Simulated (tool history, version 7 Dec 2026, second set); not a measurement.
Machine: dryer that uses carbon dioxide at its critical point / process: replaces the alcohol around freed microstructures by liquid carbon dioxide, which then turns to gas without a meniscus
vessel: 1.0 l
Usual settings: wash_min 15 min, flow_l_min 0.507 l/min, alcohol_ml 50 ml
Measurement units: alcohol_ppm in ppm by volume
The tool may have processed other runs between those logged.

Run 1, hour 0.0: usual settings. Result: alcohol_ppm 115 ppm by volume.
Run 2, hour 21.6: usual settings but alcohol_ml 102 ml. Result: alcohol_ppm 210 ppm by volume.
Run 3, hour 42.0: usual settings but alcohol_ml 102 ml. Result: alcohol_ppm 226 ppm by volume.
Run 4, hour 52.1: usual settings but alcohol_ml 102 ml. Result: alcohol_ppm 224 ppm by volume.
Run 5, hour 71.3: usual settings but alcohol_ml 102 ml. Result: alcohol_ppm 214 ppm by volume.
Run 6, hour 89.0: usual settings but alcohol_ml 102 ml. Result: alcohol_ppm 220 ppm by volume.
Run 7, hour 110.6: usual settings but alcohol_ml 102 ml. Result: alcohol_ppm 227 ppm by volume.
Run 8, hour 132.2: usual settings but alcohol_ml 102 ml. Result: alcohol_ppm 231 ppm by volume.
Run 9, hour 147.0: usual settings but alcohol_ml 102 ml. Result: alcohol_ppm 250 ppm by volume.
Run 10, hour 168.6: usual settings but alcohol_ml 102 ml. Result: alcohol_ppm 235 ppm by volume.
Run 11, hour 181.8: usual settings but alcohol_ml 102 ml. Result: alcohol_ppm 238 ppm by volume.
Run 12, hour 193.2: usual settings but alcohol_ml 102 ml. Result: alcohol_ppm 239 ppm by volume.
Run 13, hour 203.0: usual settings but alcohol_ml 102 ml. Result: alcohol_ppm 249 ppm by volume.
Run 14, hour 214.8: usual settings but alcohol_ml 102 ml. Result: alcohol_ppm 262 ppm by volume.
Run 15, hour 229.7: usual settings but alcohol_ml 101 ml. Result: alcohol_ppm 257 ppm by volume.
Run 16, hour 242.3: usual settings but alcohol_ml 101 ml. Result: alcohol_ppm 248 ppm by volume.
Run 17, hour 252.1: usual settings but wash_min 10 min, flow_l_min 0.813 l/min, alcohol_ml 101 ml. Result: alcohol_ppm 181 ppm by volume.
Run 18, hour 273.3: usual settings but wash_min 23 min, flow_l_min 0.341 l/min, alcohol_ml 24 ml. Result: alcohol_ppm 78 ppm by volume.
Run 19, hour 294.6: usual settings but wash_min 11 min, flow_l_min 0.341 l/min, alcohol_ml 43 ml. Result: alcohol_ppm 2236 ppm by volume.
Run 20, hour 312.6: usual settings but wash_min 11 min, flow_l_min 0.341 l/min, alcohol_ml 43 ml. Result: alcohol_ppm 2363 ppm by volume.
Run 21, hour 335.4: usual settings but wash_min 11 min, flow_l_min 0.341 l/min, alcohol_ml 43 ml. Result: alcohol_ppm 2312 ppm by volume.
Run 22, hour 345.5: usual settings but wash_min 10 min. Result: alcohol_ppm 960 ppm by volume.
Run 23, hour 368.2: usual settings but wash_min 10 min. Result: alcohol_ppm 992 ppm by volume.
Run 24, hour 377.5: usual settings but wash_min 10 min, alcohol_ml 36 ml. Result: alcohol_ppm 758 ppm by volume.
Run 25, hour 394.3: usual settings but wash_min 12 min, alcohol_ml 93 ml. Result: alcohol_ppm 853 ppm by volume.
Run 26, hour 415.9: usual settings but wash_min 14 min, alcohol_ml 44 ml. Result: alcohol_ppm 218 ppm by volume.
Run 27, hour 428.6: usual settings but wash_min 13 min, flow_l_min 0.722 l/min. Result: alcohol_ppm 63 ppm by volume.
Run 28, hour 439.7: usual settings but wash_min 13 min, flow_l_min 0.722 l/min, alcohol_ml 82 ml. Result: alcohol_ppm 85 ppm by volume.
Run 29, hour 462.5: usual settings but wash_min 13 min, flow_l_min 0.722 l/min, alcohol_ml 82 ml. Result: alcohol_ppm 106 ppm by volume.

Predict each of these 4 candidate next runs independently; none follows another, all start after run 29:
Run A, hour 481.9: usual settings but wash_min 23 min, flow_l_min 0.861 l/min, alcohol_ml 25 ml. Result: alcohol_ppm ?.
Run B, hour 481.9: usual settings but alcohol_ml 22 ml. Result: alcohol_ppm ?.
Run C, hour 481.9: usual settings but wash_min 19 min, flow_l_min 0.634 l/min, alcohol_ml 87 ml. Result: alcohol_ppm ?.
Run D, hour 481.9: usual settings but wash_min 11 min. Result: alcohol_ppm ?.

run  alcohol_ppm
  A           47
  B          105
  C           55
  D          734
What these runs would have given with no unlogged condition in the tool:
run  alcohol_ppm
  A           13
  B           34
  C           15
  D          388
